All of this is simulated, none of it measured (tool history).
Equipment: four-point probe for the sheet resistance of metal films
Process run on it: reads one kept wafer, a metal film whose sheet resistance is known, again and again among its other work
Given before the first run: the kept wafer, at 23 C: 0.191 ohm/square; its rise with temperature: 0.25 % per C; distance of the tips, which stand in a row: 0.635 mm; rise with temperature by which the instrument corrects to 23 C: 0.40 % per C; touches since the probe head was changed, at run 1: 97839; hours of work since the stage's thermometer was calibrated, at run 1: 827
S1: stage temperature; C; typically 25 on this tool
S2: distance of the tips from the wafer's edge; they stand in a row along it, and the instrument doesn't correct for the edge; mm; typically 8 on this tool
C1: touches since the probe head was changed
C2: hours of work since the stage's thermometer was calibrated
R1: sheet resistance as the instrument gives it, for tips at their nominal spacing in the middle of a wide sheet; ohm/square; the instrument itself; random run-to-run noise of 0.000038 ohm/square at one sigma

run 1 day=0.000 | S1=25 S2=8 | C1=97839 C2=827 | R1=0.194650
-- day=4.046 new probe head fitted
run 2 day=4.142 | S1=25 S2=10 | C1=129 C2=892 | R1=0.191152
run 3 day=6.696 | S1=25 S2=10 | C1=3617 C2=933 | R1=0.191248
run 4 day=11.142 | S1=25 S2=9 | C1=9684 C2=1004 | R1=0.191452
run 5 day=13.150 | S1=25 S2=9 | C1=12423 C2=1036 | R1=0.191578
run 6 day=17.525 | S1=25 S2=8 | C1=18394 C2=1106 | R1=0.191879
run 7 day=20.579 | S1=25 S2=13 | C1=22558 C2=1155 | R1=0.191593
run 8 day=23.567 | S1=25 S2=13 | C1=26636 C2=1203 | R1=0.191667
run 9 day=26.162 | S1=25 S2=13 | C1=30181 C2=1245 | R1=0.191772
run 10 day=29.325 | S1=25 S2=13 | C1=34494 C2=1295 | R1=0.191871
run 11 day=33.875 | S1=25 S2=38 | C1=40706 C2=1368 | R1=0.191788
run 12 day=36.429 | S1=25 S2=38 | C1=44188 C2=1409 | R1=0.191935
run 13 day=40.529 | S1=25 S2=38 | C1=49783 C2=1475 | R1=0.192057
run 14 day=44.417 | S1=25 S2=22 | C1=55089 C2=1537 | R1=0.192332
run 15 day=46.408 | S1=26 S2=8 | C1=57805 C2=1569 | R1=0.192633
run 16 day=49.900 | S1=26 S2=8 | C1=62569 C2=1625 | R1=0.192716
run 17 day=54.596 | S1=25 S2=17 | C1=68980 C2=1700 | R1=0.192684
run 18 day=58.683 | S1=30 S2=17 | C1=74560 C2=1765 | R1=0.191489
run 19 day=61.733 | S1=30 S2=17 | C1=78721 C2=1814 | R1=0.191620
run 20 day=64.196 | S1=30 S2=17 | C1=82081 C2=1854 | R1=0.191775
run 21 day=68.071 | S1=30 S2=52 | C1=87367 C2=1916 | R1=0.191780
run 22 day=72.588 | S1=30 S2=52 | C1=93532 C2=1988 | R1=0.191937
run 23 day=74.729 | S1=30 S2=52 | C1=96454 C2=2022 | R1=0.191966
run 24 day=77.800 | S1=30 S2=52 | C1=100646 C2=2071 | R1=0.192052
-- day=79.762 new probe head fitted
run 25 day=80.004 | S1=30 S2=52 | C1=325 C2=2106 | R1=0.189212
run 26 day=82.529 | S1=31 S2=37 | C1=3773 C2=2147 | R1=0.189084
run 27 day=85.829 | S1=22 S2=17 | C1=8276 C2=2199 | R1=0.191671
run 28 day=89.983 | S1=33 S2=39 | C1=13944 C2=2266 | R1=0.188913
run 29 day=94.671 | S1=33 S2=8 | C1=20342 C2=2341 | R1=0.189678
run 30 day=98.388 | S1=30 S2=3 | C1=25415 C2=2400 | R1=0.194289
run 31 day=100.696 | S1=35 S2=4 | C1=28561 C2=2437 | R1=0.191245
run 32 day=103.800 | S1=22 S2=25 | C1=32797 C2=2487 | R1=0.192239
run 33 day=106.954 | S1=26 S2=26 | C1=37105 C2=2538 | R1=0.191250
run 34 day=111.300 | S1=25 S2=45 | C1=43036 C2=2607 | R1=0.191628
run 35 day=114.788 | S1=20 S2=11 | C1=47793 C2=2663 | R1=0.193479
run 36 day=119.150 | S1=19 S2=5 | C1=53745 C2=2733 | R1=0.195226
run 37 day=121.292 | S1=19 S2=5 | C1=56668 C2=2767 | R1=0.195316
run 38 day=123.788 | S1=33 S2=4 | C1=60074 C2=2807 | R1=0.192538
run 39 day=127.792 | S1=31 S2=7 | C1=65536 C2=2871 | R1=0.191481
-- day=128.704 stage's thermometer calibrated
run 40 day=132.408 | S1=28 S2=8 | C1=71813 C2=59 | R1=0.192526
run 41 day=134.758 | S1=22 S2=21 | C1=75019 C2=97 | R1=0.193674
run 42 day=138.417 | S1=22 S2=21 | C1=80007 C2=155 | R1=0.193784
run 43 day=140.362 | S1=19 S2=39 | C1=82667 C2=187 | R1=0.194591
run 44 day=144.688 | S1=32 S2=16 | C1=88567 C2=256 | R1=0.191447
run 45 day=148.862 | S1=25 S2=4 | C1=94262 C2=323 | R1=0.195849

Measured less the same run without the tool's hidden state. The same run-to-run variation is in both; the gauge's scatter may not be:
Hidden state present: inner tips' distance over the nominal, %; tips' flats over new ones', %; wafer's true temperature over the reading, C; drift of the gauge itself on sheet_ohm, %.
run=1 R1=+0.003526
run=2 R1=+0.000264
run=3 R1=+0.000360
run=4 R1=+0.000515
run=5 R1=+0.000583
run=6 R1=+0.000743
run=7 R1=+0.000850
run=8 R1=+0.000953
run=9 R1=+0.001041
run=10 R1=+0.001156
run=11 R1=+0.001340
run=12 R1=+0.001436
run=13 R1=+0.001583
run=14 R1=+0.001728
run=15 R1=+0.001792
run=16 R1=+0.001908
run=17 R1=+0.002073
run=18 R1=+0.002214
run=19 R1=+0.002328
run=20 R1=+0.002419
run=21 R1=+0.002563
run=22 R1=+0.002732
run=23 R1=+0.002803
run=24 R1=+0.002910
run=25 R1=+0.000061
run=26 R1=+0.000165
run=27 R1=+0.000282
run=28 R1=+0.000431
run=29 R1=+0.000603
run=30 R1=+0.000739
run=31 R1=+0.000800
run=32 R1=+0.000896
run=33 R1=+0.001014
run=34 R1=+0.001167
run=35 R1=+0.001289
run=36 R1=+0.001450
run=37 R1=+0.001528
run=38 R1=+0.001606
run=39 R1=+0.001735
run=40 R1=+0.002185
run=41 R1=+0.002276
run=42 R1=+0.002409
run=43 R1=+0.002488
run=44 R1=+0.002603
run=45 R1=+0.002802
